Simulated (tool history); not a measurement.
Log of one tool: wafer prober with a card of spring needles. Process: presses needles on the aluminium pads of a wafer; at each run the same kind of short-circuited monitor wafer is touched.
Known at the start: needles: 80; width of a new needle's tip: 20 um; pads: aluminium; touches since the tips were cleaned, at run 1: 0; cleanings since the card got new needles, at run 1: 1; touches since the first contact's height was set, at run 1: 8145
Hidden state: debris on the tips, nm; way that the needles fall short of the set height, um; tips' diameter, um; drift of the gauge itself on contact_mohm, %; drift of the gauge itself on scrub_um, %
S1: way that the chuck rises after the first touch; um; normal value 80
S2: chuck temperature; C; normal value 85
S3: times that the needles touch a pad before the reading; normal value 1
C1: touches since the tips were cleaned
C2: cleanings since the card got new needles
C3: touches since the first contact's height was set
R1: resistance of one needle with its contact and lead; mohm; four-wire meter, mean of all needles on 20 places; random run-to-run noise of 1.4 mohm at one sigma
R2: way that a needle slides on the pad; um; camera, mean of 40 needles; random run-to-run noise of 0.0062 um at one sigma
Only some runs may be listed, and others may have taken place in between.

run,hour,S1,S2,S3,C1,C2,C3,R1,R2
1,0,80,85,1,0,1,8145,123,18.418
# hour 12: tips cleaned on abrasive film
# hour 21.7: tips cleaned on abrasive film
# hour 33.7: tips cleaned on abrasive film
# hour 43.3: tips cleaned on abrasive film
# hour 52.9: tips cleaned on abrasive film
2,62.1,80,85,1,6448,6,51596,122,18.406
# hour 64.6: tips cleaned on abrasive film
# hour 74.2: tips cleaned on abrasive film
# hour 84: height of the first contact set anew
# hour 86.5: tips cleaned on abrasive film
# hour 98.5: tips cleaned on abrasive film
3,106.6,80,85,1,5664,10,15756,127,18.405
# hour 109: tips cleaned on abrasive film
# hour 118.7: tips cleaned on abrasive film
# hour 128.3: tips cleaned on abrasive film
# hour 140.3: tips cleaned on abrasive film
# hour 150: tips cleaned on abrasive film
# hour 162: tips cleaned on abrasive film
4,163.8,80,85,1,1273,16,55714,125,18.378
# hour 173.4: tips cleaned on abrasive film
# hour 178.5: height of the first contact set anew
# hour 183.3: tips cleaned on abrasive film
# hour 195.4: tips cleaned on abrasive film
5,198.6,81,85,1,2293,19,14067,123,18.611
# hour 205.9: tips cleaned on abrasive film
# hour 215.5: tips cleaned on abrasive film
6,224.9,81,85,1,6648,21,32490,124,18.604
# hour 227.4: tips cleaned on abrasive film
# hour 239.4: tips cleaned on abrasive film
# hour 251.4: tips cleaned on abrasive film
7,254.6,81,85,1,2251,24,53244,123,18.602
# hour 261.9: tips cleaned on abrasive film
# hour 271.5: tips cleaned on abrasive film
# hour 274.2: height of the first contact set anew
# hour 281.5: tips cleaned on abrasive film
# hour 291.1: tips cleaned on abrasive film
8,296.4,81,85,1,3779,28,15553,124,18.588
# hour 301.3: tips cleaned on abrasive film
# hour 310.9: tips cleaned on abrasive film
# hour 320.6: tips cleaned on abrasive film
9,328.6,81,85,1,5679,31,38052,125,18.581
# hour 331.1: tips cleaned on abrasive film
# hour 340.7: tips cleaned on abrasive film
# hour 350.4: tips cleaned on abrasive film
# hour 360: tips cleaned on abrasive film
# hour 369.6: tips cleaned on abrasive film
# hour 369.9: height of the first contact set anew
# hour 379.6: tips cleaned on abrasive film
10,379.6,80,85,1,24,37,6752,122,18.334
# hour 389.2: tips cleaned on abrasive film
# hour 401.3: tips cleaned on abrasive film
11,410.7,80,85,1,6675,39,28565,124,18.342
# hour 413.2: tips cleaned on abrasive film
# hour 422.8: tips cleaned on abrasive film
# hour 434.9: tips cleaned on abrasive film
# hour 446.9: tips cleaned on abrasive film
12,453.5,80,85,1,4649,43,58444,122,18.319
# hour 458.3: tips cleaned on abrasive film
# hour 463.4: height of the first contact set anew
# hour 468.3: tips cleaned on abrasive film
# hour 477.9: tips cleaned on abrasive film
# hour 489.9: tips cleaned on abrasive film
13,496.2,80,85,2,4426,47,22927,125,18.318
# hour 501.1: tips cleaned on abrasive film
# hour 510.7: tips cleaned on abrasive film
# hour 520.3: tips cleaned on abrasive film
# hour 530: tips cleaned on abrasive film
# hour 539.6: tips cleaned on abrasive film
# hour 549.2: tips cleaned on abrasive film
14,550,92,101,3,555,53,60486,125,21.039
# hour 557.5: height of the first contact set anew
# hour 559.9: tips cleaned on abrasive film
# hour 572: tips cleaned on abrasive film
# hour 584: tips cleaned on abrasive film
# hour 593.6: tips cleaned on abrasive film
# hour 605.6: tips cleaned on abrasive film
15,608.8,69,34,3,2267,58,35906,119,15.781
# hour 616.1: tips cleaned on abrasive film
# hour 625.7: tips cleaned on abrasive film
# hour 635.4: tips cleaned on abrasive film
# hour 645: tips cleaned on abrasive film
# hour 652.4: height of the first contact set anew
# hour 657.1: tips cleaned on abrasive film
16,657.1,100,85,1,0,63,3232,122,22.864
# hour 669.1: tips cleaned on abrasive film
# hour 678.8: tips cleaned on abrasive film
# hour 688.4: tips cleaned on abrasive film
17,695.9,62,85,1,5252,66,30349,129,14.16
# hour 698.3: tips cleaned on abrasive film
# hour 708: tips cleaned on abrasive film
# hour 720: tips cleaned on abrasive film
# hour 732: tips cleaned on abrasive film
18,734.5,62,85,1,1778,70,57357,126,14.154
# hour 741.8: tips cleaned on abrasive film
# hour 746.8: height of the first contact set anew
# hour 754.1: tips cleaned on abrasive film
# hour 763.7: tips cleaned on abrasive film
# hour 775.7: tips cleaned on abrasive film
# hour 785.4: tips cleaned on abrasive film
19,790.6,62,85,1,3689,75,30601,128,14.151
# hour 795.5: tips cleaned on abrasive film
# hour 805.1: tips cleaned on abrasive film
# hour 814.7: tips cleaned on abrasive film
20,821.1,69,26,1,4460,78,51883,119,15.728
# hour 825.9: tips cleaned on abrasive film
# hour 835.6: tips cleaned on abrasive film
# hour 840.6: height of the first contact set anew
# hour 845.5: tips cleaned on abrasive film
# hour 855.1: tips cleaned on abrasive film
# hour 864.8: tips cleaned on abrasive film
# hour 876.8: tips cleaned on abrasive film
21,881.1,71,38,1,3024,84,28255,119,16.175
# hour 888.3: tips cleaned on abrasive film
# hour 898: tips cleaned on abrasive film
# hour 910: tips cleaned on abrasive film
# hour 919.6: tips cleaned on abrasive film
22,922,71,38,1,1693,88,56859,117,16.174
# hour 929.2: tips cleaned on abrasive film
# hour 934.3: height of the first contact set anew
# hour 939.2: tips cleaned on abrasive film
# hour 948.8: tips cleaned on abrasive film
# hour 958.4: tips cleaned on abrasive film
# hour 968.1: tips cleaned on abrasive film
23,971.5,71,38,1,2441,93,25989,121,16.16
# hour 978.8: tips cleaned on abrasive film
# hour 988.4: tips cleaned on abrasive film
# hour 999.1: tips cleaned on abrasive film
24,999.1,64,121,3,0,96,45260,135,14.57

What if the next run were any one of these 3? Each begins from the tool's condition after run 24:
# hour 1008.8: tips cleaned on abrasive film
# hour 1020.8: tips cleaned on abrasive film
# hour 1028.3: height of the first contact set anew
# hour 1030.7: tips cleaned on abrasive film
# hour 1042.8: tips cleaned on abrasive film
# hour 1052.4: tips cleaned on abrasive film
A,1054.9,64,38,3,1773,101,18593,?,?
# hour 1008.8: tips cleaned on abrasive film
# hour 1020.8: tips cleaned on abrasive film
# hour 1028.3: height of the first contact set anew
# hour 1030.7: tips cleaned on abrasive film
# hour 1042.8: tips cleaned on abrasive film
# hour 1052.4: tips cleaned on abrasive film
B,1054.9,64,121,1,1773,101,18593,?,?
# hour 1008.8: tips cleaned on abrasive film
# hour 1020.8: tips cleaned on abrasive film
# hour 1028.3: height of the first contact set anew
# hour 1030.7: tips cleaned on abrasive film
# hour 1042.8: tips cleaned on abrasive film
# hour 1052.4: tips cleaned on abrasive film
C,1054.9,64,77,1,1773,101,18593,?,?

run,R1,R2
A,118,14.547
B,131,14.549
C,126,14.544
Without the tool's unlogged condition, the same runs would have read:
run,R1,R2
A,118,14.733
B,131,14.735
C,126,14.73
